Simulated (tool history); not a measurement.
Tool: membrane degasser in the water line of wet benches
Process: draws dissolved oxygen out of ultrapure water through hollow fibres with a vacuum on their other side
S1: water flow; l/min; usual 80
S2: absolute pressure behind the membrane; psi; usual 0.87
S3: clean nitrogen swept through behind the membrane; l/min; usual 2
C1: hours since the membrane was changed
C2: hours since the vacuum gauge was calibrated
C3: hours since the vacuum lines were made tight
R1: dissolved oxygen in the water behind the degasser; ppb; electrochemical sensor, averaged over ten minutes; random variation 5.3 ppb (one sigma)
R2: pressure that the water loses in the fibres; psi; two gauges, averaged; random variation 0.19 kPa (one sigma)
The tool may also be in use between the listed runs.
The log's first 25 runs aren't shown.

run 26 hour=2518.2 | S1=50 S2=1.175 S3=2.57 | C1=7162 C2=7755 C3=1163 | R1=411.4 R2=3.799
run 27 hour=2626.1 | S1=111 S2=0.87 S3=2.84 | C1=7270 C2=7863 C3=1271 | R1=814.9 R2=8.369
run 28 hour=2718.9 | S1=111 S2=0.87 S3=2.84 | C1=7362 C2=7956 C3=1364 | R1=796.4 R2=8.29
run 29 hour=2843.4 | S1=111 S2=0.87 S3=2.84 | C1=7487 C2=8080 C3=1488 | R1=790.6 R2=8.399
run 30 hour=2932.3 | S1=64 S2=0.743 S3=2.84 | C1=7576 C2=8169 C3=1577 | R1=387.1 R2=4.83
run 31 hour=3019 | S1=52 S2=0.743 S3=2.84 | C1=7662 C2=8256 C3=1664 | R1=300.6 R2=3.887
run 32 hour=3147.3 | S1=52 S2=0.743 S3=2.84 | C1=7791 C2=8384 C3=1792 | R1=304.2 R2=3.928
run 33 hour=3204.8 | S1=105 S2=0.743 S3=2.99 | C1=7848 C2=8442 C3=1850 | R1=697.5 R2=7.989

Forecast each of these 3 alternatives for the next run:
run A hour=3326.4 | S1=70 S2=0.804 S3=4.27 | C1=7970 C2=8563 C3=1971 | R1=? R2=?
run B hour=3326.4 | S1=105 S2=1.175 S3=1.92 | C1=7970 C2=8563 C3=1971 | R1=? R2=?
run C hour=3326.4 | S1=116 S2=1.603 S3=1.27 | C1=7970 C2=8563 C3=1971 | R1=? R2=?

run=A R1=421.7 R2=5.281
run=B R1=1026.2 R2=7.931
run=C R1=1604.5 R2=8.714
Without the tool's hidden state the same runs would have given:
run=A R1=344.1 R2=4.986
run=B R1=897.2 R2=7.491
run=C R1=1463.9 R2=8.231
